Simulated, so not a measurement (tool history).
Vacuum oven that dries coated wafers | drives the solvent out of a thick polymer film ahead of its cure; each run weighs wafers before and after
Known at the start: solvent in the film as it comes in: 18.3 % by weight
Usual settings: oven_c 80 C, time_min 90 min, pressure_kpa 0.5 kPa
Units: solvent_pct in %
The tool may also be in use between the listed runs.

Run 1, hour 0: usual settings. Result: solvent_pct 2.68 %.
Run 2, hour 60.7: usual settings but pressure_kpa 1.314 kPa. Result: solvent_pct 3.02 %.
Run 3, hour 118.1: usual settings but pressure_kpa 1.314 kPa. Result: solvent_pct 3.01 %.
Run 4, hour 235.9: usual settings but pressure_kpa 1.314 kPa. Result: solvent_pct 3 %.
At hour 248.5: vacuum gauge cleaned of residue and calibrated.
Run 5, hour 317.6: usual settings but oven_c 88 C. Result: solvent_pct 1.27 %.
Run 6, hour 401.3: usual settings but oven_c 74 C, time_min 116 min, pressure_kpa 1.325 kPa. Result: solvent_pct 3.34 %.

The next listed run, before its measurement:
Run 7, hour 450.5: usual settings but time_min 125 min. Result: solvent_pct ?.

Run 7 gave solvent_pct 1.43 %.
Without the tool's hidden state the same run would have given solvent_pct 1.44 %.
